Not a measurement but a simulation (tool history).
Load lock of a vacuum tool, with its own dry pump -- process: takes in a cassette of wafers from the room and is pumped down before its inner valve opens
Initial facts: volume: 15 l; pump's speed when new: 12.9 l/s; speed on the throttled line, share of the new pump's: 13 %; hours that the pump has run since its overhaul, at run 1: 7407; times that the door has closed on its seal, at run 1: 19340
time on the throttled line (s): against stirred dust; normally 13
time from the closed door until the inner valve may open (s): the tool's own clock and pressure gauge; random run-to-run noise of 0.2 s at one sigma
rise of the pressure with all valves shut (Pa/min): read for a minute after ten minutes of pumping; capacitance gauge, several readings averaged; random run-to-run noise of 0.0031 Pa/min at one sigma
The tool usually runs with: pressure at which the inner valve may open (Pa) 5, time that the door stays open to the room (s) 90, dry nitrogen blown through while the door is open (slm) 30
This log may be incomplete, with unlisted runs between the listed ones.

run,day,time on the throttled line (s),pressure at which the inner valve may open (Pa),time that the door stays open to the room (s),dry nitrogen blown through while the door is open (slm),hours that the pump has run since its overhaul,times that the door has closed on its seal,"incoming humidity of the room's air, %",time from the closed door until the inner valve may open (s),rise of the pressure with all valves shut (Pa/min)
1,0.000,13,5,90,30,7407,19340,43.1,24.2,0.279
2,5.483,13,5,192,30,7539,19814,46.0,24.3,0.327
3,10.375,13,5,90,30,7656,20236,43.1,24.5,0.300
4,14.462,13,5,90,30,7754,20589,46.9,24.1,0.302
5,17.517,13,5,90,41,7828,20853,40.0,24.6,0.293
6,21.567,13,5,36,30,7925,21202,42.3,24.6,0.293
7,27.450,10,5,90,30,8066,21710,47.1,21.9,0.329
8,33.904,10,5,90,30,8221,22268,44.5,22.1,0.342

Estimate the outcome of run 9 from the log above:
9,36.533,9,6,90,30,8284,22494,44.0,?,?

{"run 9": {"time from the closed door until the inner valve may open (s)": 20.5, "rise of the pressure with all valves shut (Pa/min)": 0.333}}
Take away the tool's hidden state, keep the run-to-run variation as it was, and the same run would have given time from the closed door until the inner valve may open (s) 19.1, rise of the pressure with all valves shut (Pa/min) 0.065.
